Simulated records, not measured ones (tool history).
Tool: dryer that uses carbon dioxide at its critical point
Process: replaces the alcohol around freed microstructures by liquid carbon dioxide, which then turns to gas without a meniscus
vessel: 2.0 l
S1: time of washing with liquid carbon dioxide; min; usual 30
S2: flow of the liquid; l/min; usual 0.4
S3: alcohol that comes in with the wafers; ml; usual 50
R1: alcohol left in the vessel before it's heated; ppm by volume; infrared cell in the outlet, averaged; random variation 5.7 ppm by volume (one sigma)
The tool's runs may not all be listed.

run 1 day=0 | S1=30 S2=0.4 S3=50 | R1=266
run 2 day=1.2 | S1=22 S2=0.4 S3=50 | R1=802
run 3 day=1.871 | S1=30 S2=0.4 S3=26 | R1=192
run 4 day=2.7 | S1=21 S2=0.4 S3=50 | R1=963
run 5 day=3.95 | S1=32 S2=0.4 S3=50 | R1=235
run 6 day=4.588 | S1=30 S2=0.4 S3=50 | R1=303
run 7 day=5.254 | S1=30 S2=0.4 S3=50 | R1=291
run 8 day=5.875 | S1=30 S2=0.4 S3=50 | R1=308
run 9 day=6.6 | S1=30 S2=0.4 S3=50 | R1=317
run 10 day=7.662 | S1=30 S2=0.4 S3=50 | R1=313
run 11 day=8.246 | S1=30 S2=0.4 S3=50 | R1=332
run 12 day=9.467 | S1=39 S2=0.626 S3=50 | R1=95
run 13 day=10.492 | S1=43 S2=0.626 S3=30 | R1=98
run 14 day=11.608 | S1=21 S2=0.626 S3=88 | R1=347
run 15 day=12.554 | S1=46 S2=0.444 S3=90 | R1=120
run 16 day=13.758 | S1=46 S2=0.444 S3=90 | R1=121
-- day=14.479 purifier's bed changed
run 17 day=14.696 | S1=46 S2=0.444 S3=90 | R1=20
run 18 day=15.588 | S1=30 S2=0.502 S3=50 | R1=78
run 19 day=16.608 | S1=30 S2=0.502 S3=50 | R1=76

5 ways to go on from here, each from the tool as it stands after run 19. What would each give?
run A day=17.192 | S1=30 S2=0.347 S3=48 | R1=?
run B day=17.192 | S1=30 S2=0.4 S3=24 | R1=?
run C day=17.192 | S1=30 S2=0.327 S3=50 | R1=?
run D day=17.192 | S1=34 S2=0.274 S3=22 | R1=?
run E day=17.192 | S1=26 S2=0.526 S3=120 | R1=?

run=A R1=489
run=B R1=136
run=C R1=642
run=D R1=355
run=E R1=316
Without the tool's hidden state the same runs would have given:
run=A R1=351
run=B R1=91
run=C R1=469
run=D R1=263
run=E R1=204
